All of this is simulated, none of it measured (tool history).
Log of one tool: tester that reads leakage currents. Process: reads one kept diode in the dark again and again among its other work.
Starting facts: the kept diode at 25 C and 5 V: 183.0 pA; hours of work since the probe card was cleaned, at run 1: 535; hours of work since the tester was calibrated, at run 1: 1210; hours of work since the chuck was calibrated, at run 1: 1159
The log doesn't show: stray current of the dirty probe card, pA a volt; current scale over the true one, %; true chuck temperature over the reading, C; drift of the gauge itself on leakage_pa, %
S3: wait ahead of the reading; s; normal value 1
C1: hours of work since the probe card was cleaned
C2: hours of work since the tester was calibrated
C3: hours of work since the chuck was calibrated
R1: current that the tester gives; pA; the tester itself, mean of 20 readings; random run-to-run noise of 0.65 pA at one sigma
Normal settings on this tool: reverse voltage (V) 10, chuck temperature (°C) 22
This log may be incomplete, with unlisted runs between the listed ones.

Run 1, hour 0: usual settings; C1 535; C2 1210; C3 1159. Result: R1 204.04 pA.
Run 2, hour 55.2: usual settings; C1 566; C2 1241; C3 1190. Result: R1 203.65 pA.
Run 3, hour 91.8: usual settings; C1 587; C2 1262; C3 1211. Result: R1 203.58 pA.
Run 4, hour 141.9: usual settings but S3 6.85 s; C1 615; C2 1290; C3 1239. Result: R1 202.32 pA.
Run 5, hour 189.9: usual settings but S3 6.85 s; C1 642; C2 1317; C3 1266. Result: R1 201.27 pA.
Run 6, hour 233: usual settings but S3 6.85 s; C1 666; C2 1341; C3 1290. Result: R1 202.5 pA.
Run 7, hour 287.4: usual settings but S3 6.85 s; C1 697; C2 1372; C3 1321. Result: R1 201.82 pA.
Run 8, hour 310.5: usual settings but S3 6.85 s; C1 710; C2 1385; C3 1334. Result: R1 201.69 pA.
Run 9, hour 348.1: usual settings but S3 1.09 s; C1 731; C2 1407; C3 1355. Result: R1 202.77 pA.
Run 10, hour 382.8: usual settings but chuck temperature (°C) 25; C1 751; C2 1426; C3 1375. Result: R1 262.26 pA.
Run 11, hour 417: usual settings but chuck temperature (°C) 25; C1 770; C2 1445; C3 1394. Result: R1 261.3 pA.
Run 12, hour 467.1: usual settings but reverse voltage (V) 5.1, chuck temperature (°C) 25, S3 1.45 s; C1 799; C2 1474; C3 1423. Result: R1 173.99 pA.
Run 13, hour 519.4: usual settings but reverse voltage (V) 1, chuck temperature (°C) 25, S3 5.87 s; C1 828; C2 1503; C3 1452. Result: R1 65.84 pA.
Run 14, hour 542.6: usual settings but reverse voltage (V) 6, chuck temperature (°C) 25, S3 5.87 s; C1 841; C2 1516; C3 1465. Result: R1 191.04 pA.
Run 15, hour 567.1: usual settings but chuck temperature (°C) 41, S3 0.38 s; C1 855; C2 1530; C3 1479. Result: R1 954.12 pA.
Run 16, hour 608.3: usual settings but reverse voltage (V) 14.3, chuck temperature (°C) 27, S3 7.34 s; C1 878; C2 1554; C3 1502. Result: R1 380.18 pA.
Run 17, hour 663.1: usual settings but reverse voltage (V) 14.3, chuck temperature (°C) 27, S3 7.34 s; C1 909; C2 1584; C3 1533. Result: R1 378.58 pA.
Run 18, hour 713.7: usual settings but reverse voltage (V) 14.3, chuck temperature (°C) 35, S3 0.4 s; C1 938; C2 1613; C3 1562. Result: R1 732.59 pA.
Run 19, hour 766.9: usual settings but reverse voltage (V) 14.3, chuck temperature (°C) 35, S3 0.4 s; C1 968; C2 1643; C3 1592. Result: R1 734.52 pA.
Run 20, hour 808.9: usual settings but S3 0.47 s; C1 992; C2 1667; C3 1616. Result: R1 205.48 pA.

Predict each of these 3 candidate next runs independently; none follows another, all start after run 20:
At hour 862.7: chuck's temperature calibrated.
Run A, hour 867.7: usual settings but reverse voltage (V) 1.2, S3 0.47 s; C1 1024; C2 1699; C3 3. Result: R1 ?.
At hour 862.7: chuck's temperature calibrated.
Run B, hour 867.7: usual settings but reverse voltage (V) 4.9, S3 0.47 s; C1 1024; C2 1699; C3 3. Result: R1 ?.
At hour 862.7: chuck's temperature calibrated.
Run C, hour 867.7: usual settings but S3 4.11 s; C1 1024; C2 1699; C3 3. Result: R1 ?.

run      R1
  A   61.96
  B  143.42
  C  214.99
The same runs, with their run-to-run variation unchanged, on a tool lacking any hidden condition would have given:
run      R1
  A   61.82
  B  142.08
  C   211.7
